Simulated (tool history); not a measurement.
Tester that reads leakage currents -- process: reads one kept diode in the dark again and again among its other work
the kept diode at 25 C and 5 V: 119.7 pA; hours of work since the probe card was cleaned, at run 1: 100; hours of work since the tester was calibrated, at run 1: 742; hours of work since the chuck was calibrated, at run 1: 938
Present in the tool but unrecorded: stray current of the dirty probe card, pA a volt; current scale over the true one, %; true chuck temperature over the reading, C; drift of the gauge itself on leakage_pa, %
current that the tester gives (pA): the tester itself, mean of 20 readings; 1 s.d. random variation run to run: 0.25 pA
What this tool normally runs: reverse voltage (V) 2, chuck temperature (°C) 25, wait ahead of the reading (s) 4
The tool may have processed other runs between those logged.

run	hour	reverse voltage (V)	chuck temperature (°C)	wait ahead of the reading (s)	hours of work since the probe card was cleaned	hours of work since the tester was calibrated	hours of work since the chuck was calibrated	current that the tester gives (pA)
1	0	2	25	4	100	742	938	74.95
2	21.9	2	25	3.18	116	757	954	74.77
3	51.6	2	25	3.18	137	779	975	74.89
4	75.7	2	25	4	154	796	992	74.44
5	113.1	2	25	4	181	822	1019	74.38
6	153.7	2	25	4	210	851	1047	74.05
# hour 181: chuck's temperature calibrated
7	189.2	6.02	25	4	233	875	6	130.7
8	222	2	25	5.61	257	898	29	81.28
9	241.7	2	25	6.68	271	912	43	81.14
10	281.8	2	25	6.68	299	941	72	81.5
11	313.5	2	37	4	322	963	94	228.05
12	345.1	1.21	27	9.23	344	986	117	77.85
13	379.2	1.21	27	9.23	369	1010	141	78.17
14	409.2	4.55	21	3.19	390	1031	162	80.26
15	441.6	1.6	25	0.84	413	1054	185	73.63
16	476	1.6	25	0.84	437	1079	210	73.72
17	493.7	18.44	25	2.02	450	1091	222	208.88
18	511.3	18.44	25	0.56	462	1104	235	216.73
19	546.1	5.36	34	0.71	487	1129	259	268.63
20	567.7	7.46	26	3.32	502	1144	275	153.72
21	598.5	9.1	26	3.32	524	1166	297	166.39

A few steps of current that the tester gives (pA) between consecutive runs. Split each: what settings, incoming material and random variation would produce without the hidden state, and what is left over for the hidden state, along with gauge scatter present in only one of the two compared results (measured, and without hidden state):
Run 6 -> 7: reverse voltage (V) 2 -> 6.02, chuck's temperature calibrated. current that the tester gives (pA) +56.65: hidden state +8.32, all else +48.33.
Run 10 -> 11: chuck temperature (°C) 25 -> 37, wait ahead of the reading (s) 6.68 -> 4. current that the tester gives (pA) +146.55: hidden state -1.13, all else +147.68.
Run 11 -> 12: reverse voltage (V) 2 -> 1.21, chuck temperature (°C) 37 -> 27, wait ahead of the reading (s) 4 -> 9.23. current that the tester gives (pA) -150.2: hidden state +0.72, all else -150.92.
Run 18 -> 19: reverse voltage (V) 18.44 -> 5.36, chuck temperature (°C) 25 -> 34, wait ahead of the reading (s) 0.56 -> 0.71. current that the tester gives (pA) +51.9: hidden state -4.28, all else +56.18.
